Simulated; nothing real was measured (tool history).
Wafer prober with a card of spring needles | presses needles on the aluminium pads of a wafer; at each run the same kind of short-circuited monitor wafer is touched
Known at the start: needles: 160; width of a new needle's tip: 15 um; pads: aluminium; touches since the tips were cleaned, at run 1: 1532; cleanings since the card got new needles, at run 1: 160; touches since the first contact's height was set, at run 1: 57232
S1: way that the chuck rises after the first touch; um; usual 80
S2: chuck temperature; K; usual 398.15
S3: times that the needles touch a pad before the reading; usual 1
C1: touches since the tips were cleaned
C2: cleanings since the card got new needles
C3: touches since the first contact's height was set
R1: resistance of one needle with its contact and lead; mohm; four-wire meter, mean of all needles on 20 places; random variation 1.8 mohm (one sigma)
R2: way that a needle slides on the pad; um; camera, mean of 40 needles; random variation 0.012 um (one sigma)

| run | hour | S1 | S2 | S3 | C1 | C2 | C3 | R1 | R2 |
|---|---|---|---|---|---|---|---|---|---|
| 1 | 0.0 | 80 | 398.15 | 1 | 1532 | 160 | 57232 | 194 | 18.68 |
|  | 15.1 | tips cleaned on abrasive film |
|  | 33.6 | tips cleaned on abrasive film |
| 2 | 38.0 | 80 | 398.15 | 1 | 1925 | 162 | 73861 | 190 | 18.70 |
|  | 50.0 | tips cleaned on abrasive film |
|  | 69.4 | tips cleaned on abrasive film |
|  | 69.7 | height of the first contact set anew |
|  | 88.9 | tips cleaned on abrasive film |
| 3 | 104.8 | 89 | 398.15 | 1 | 6956 | 165 | 15386 | 196 | 20.85 |
|  | 108.8 | tips cleaned on abrasive film |
|  | 128.1 | tips cleaned on abrasive film |
| 4 | 136.3 | 89 | 398.15 | 1 | 3588 | 167 | 29175 | 193 | 20.84 |
|  | 147.5 | tips cleaned on abrasive film |
|  | 165.8 | tips cleaned on abrasive film |
|  | 185.0 | tips cleaned on abrasive film |
|  | 204.5 | tips cleaned on abrasive film |
| 5 | 205.3 | 80 | 375.15 | 1 | 368 | 171 | 59371 | 189 | 18.78 |
|  | 224.3 | tips cleaned on abrasive film |
|  | 241.2 | tips cleaned on abrasive film |
| 6 | 241.2 | 80 | 398.15 | 3 | 0 | 173 | 75081 | 196 | 18.77 |
|  | 257.2 | tips cleaned on abrasive film |
|  | 272.9 | height of the first contact set anew |
|  | 276.9 | tips cleaned on abrasive film |
|  | 292.9 | tips cleaned on abrasive film |
| 7 | 296.5 | 80 | 398.15 | 2 | 1596 | 176 | 10300 | 194 | 18.79 |
|  | 312.4 | tips cleaned on abrasive film |
|  | 331.9 | tips cleaned on abrasive film |
|  | 347.9 | tips cleaned on abrasive film |
| 8 | 358.7 | 80 | 398.15 | 2 | 4749 | 179 | 37521 | 196 | 18.80 |
|  | 366.7 | tips cleaned on abrasive film |
|  | 382.6 | tips cleaned on abrasive film |
|  | 401.1 | tips cleaned on abrasive film |
|  | 420.9 | tips cleaned on abrasive film |
| 9 | 436.0 | 80 | 398.15 | 2 | 6638 | 183 | 71376 | 193 | 18.85 |
|  | 440.1 | tips cleaned on abrasive film |
|  | 459.9 | tips cleaned on abrasive film |
|  | 475.0 | height of the first contact set anew |
|  | 479.1 | tips cleaned on abrasive film |
| 10 | 486.7 | 80 | 398.15 | 1 | 3370 | 186 | 5111 | 193 | 18.86 |
|  | 498.2 | tips cleaned on abrasive film |
|  | 517.7 | tips cleaned on abrasive film |
|  | 536.8 | tips cleaned on abrasive film |
|  | 556.1 | tips cleaned on abrasive film |
| 11 | 556.9 | 80 | 398.15 | 1 | 367 | 190 | 35809 | 194 | 18.89 |
|  | 572.8 | tips cleaned on abrasive film |
|  | 588.7 | tips cleaned on abrasive film |
| 12 | 595.3 | 80 | 398.15 | 1 | 2903 | 192 | 52636 | 196 | 18.86 |
|  | 607.3 | tips cleaned on abrasive film |
|  | 625.0 | tips cleaned on abrasive film |
| 13 | 633.1 | 80 | 398.15 | 1 | 3547 | 194 | 69145 | 192 | 18.88 |
|  | 644.4 | tips cleaned on abrasive film |
|  | 663.6 | tips cleaned on abrasive film |
|  | 675.7 | height of the first contact set anew |
| 14 | 677.1 | 82 | 333.15 | 2 | 5819 | 196 | 596 | 180 | 19.36 |
|  | 680.9 | tips cleaned on abrasive film |
|  | 696.8 | tips cleaned on abrasive film |
|  | 715.4 | tips cleaned on abrasive film |
|  | 731.3 | tips cleaned on abrasive film |
| 15 | 740.4 | 75 | 341.15 | 2 | 3995 | 200 | 28270 | 182 | 17.74 |
|  | 748.4 | tips cleaned on abrasive film |
|  | 764.3 | tips cleaned on abrasive film |
|  | 784.0 | tips cleaned on abrasive film |
| 16 | 797.8 | 75 | 341.15 | 2 | 6030 | 203 | 53376 | 182 | 17.75 |
|  | 801.8 | tips cleaned on abrasive film |
|  | 820.9 | tips cleaned on abrasive film |
|  | 840.5 | tips cleaned on abrasive film |
|  | 860.0 | tips cleaned on abrasive film |
| 17 | 874.1 | 80 | 304.15 | 1 | 6193 | 207 | 86771 | 178 | 18.98 |
|  | 878.1 | tips cleaned on abrasive film |
|  | 878.4 | height of the first contact set anew |
|  | 898.2 | tips cleaned on abrasive film |
| 18 | 905.5 | 72 | 304.15 | 1 | 3184 | 209 | 11857 | 176 | 17.08 |
|  | 916.7 | tips cleaned on abrasive film |
|  | 935.8 | tips cleaned on abrasive film |
|  | 952.7 | tips cleaned on abrasive film |
| 19 | 952.7 | 80 | 398.15 | 1 | 0 | 212 | 32517 | 195 | 19.00 |
|  | 968.6 | tips cleaned on abrasive film |
|  | 987.7 | tips cleaned on abrasive film |
|  | 1006.0 | tips cleaned on abrasive film |
| 20 | 1015.3 | 80 | 309.15 | 2 | 4092 | 215 | 59942 | 174 | 19.01 |
|  | 1023.4 | tips cleaned on abrasive film |
|  | 1042.6 | tips cleaned on abrasive film |
|  | 1058.5 | tips cleaned on abrasive film |
|  | 1077.6 | tips cleaned on abrasive film |
|  | 1081.8 | height of the first contact set anew |
| 21 | 1087.1 | 61 | 390.15 | 2 | 4081 | 219 | 2340 | 194 | 14.52 |
|  | 1095.1 | tips cleaned on abrasive film |
|  | 1115.0 | tips cleaned on abrasive film |
| 22 | 1118.3 | 80 | 315.15 | 2 | 1427 | 221 | 15952 | 180 | 19.04 |
|  | 1134.2 | tips cleaned on abrasive film |
|  | 1153.3 | tips cleaned on abrasive film |
|  | 1172.1 | tips cleaned on abrasive film |
| 23 | 1172.1 | 80 | 383.15 | 1 | 0 | 224 | 39506 | 190 | 19.06 |
|  | 1191.9 | tips cleaned on abrasive film |
|  | 1211.0 | tips cleaned on abrasive film |
| 24 | 1224.0 | 80 | 383.15 | 1 | 5720 | 226 | 62235 | 192 | 19.08 |
|  | 1228.0 | tips cleaned on abrasive film |
|  | 1246.3 | tips cleaned on abrasive film |
|  | 1265.0 | tips cleaned on abrasive film |
| 25 | 1277.1 | 99 | 383.15 | 3 | 5309 | 229 | 85480 | 192 | 23.65 |
|  | 1281.2 | tips cleaned on abrasive film |
|  | 1281.5 | height of the first contact set anew |
|  | 1301.2 | tips cleaned on abrasive film |
|  | 1320.3 | tips cleaned on abrasive film |
|  | 1339.7 | tips cleaned on abrasive film |
| 26 | 1347.5 | 77 | 360.15 | 1 | 3414 | 233 | 28902 | 187 | 18.38 |

Forecast each of these 4 alternatives for the next run:
|  | 1359.3 | gauge calibrated |
|  | 1359.4 | tips cleaned on abrasive film |
|  | 1378.6 | tips cleaned on abrasive film |
|  | 1398.5 | tips cleaned on abrasive film |
|  | 1417.7 | tips cleaned on abrasive film |
| A | 1423.6 | 98 | 346.15 | 1 | 2556 | 237 | 62209 | ? | ? |
|  | 1359.3 | gauge calibrated |
|  | 1359.4 | tips cleaned on abrasive film |
|  | 1378.6 | tips cleaned on abrasive film |
|  | 1398.5 | tips cleaned on abrasive film |
|  | 1417.7 | tips cleaned on abrasive film |
| B | 1423.6 | 81 | 360.15 | 1 | 2556 | 237 | 62209 | ? | ? |
|  | 1359.3 | gauge calibrated |
|  | 1359.4 | tips cleaned on abrasive film |
|  | 1378.6 | tips cleaned on abrasive film |
|  | 1398.5 | tips cleaned on abrasive film |
|  | 1417.7 | tips cleaned on abrasive film |
| C | 1423.6 | 69 | 371.15 | 1 | 2556 | 237 | 62209 | ? | ? |
|  | 1359.3 | gauge calibrated |
|  | 1359.4 | tips cleaned on abrasive film |
|  | 1378.6 | tips cleaned on abrasive film |
|  | 1398.5 | tips cleaned on abrasive film |
|  | 1417.7 | tips cleaned on abrasive film |
| D | 1423.6 | 77 | 351.15 | 1 | 2556 | 237 | 62209 | ? | ? |

| run | R1 | R2 |
|---|---|---|
| A | 183 | 22.93 |
| B | 187 | 18.93 |
| C | 189 | 16.16 |
| D | 183 | 17.98 |
Without the tool's hidden state the same runs would have given:
| run | R1 | R2 |
|---|---|---|
| A | 182 | 22.91 |
| B | 187 | 18.92 |
| C | 189 | 16.14 |
| D | 182 | 17.97 |
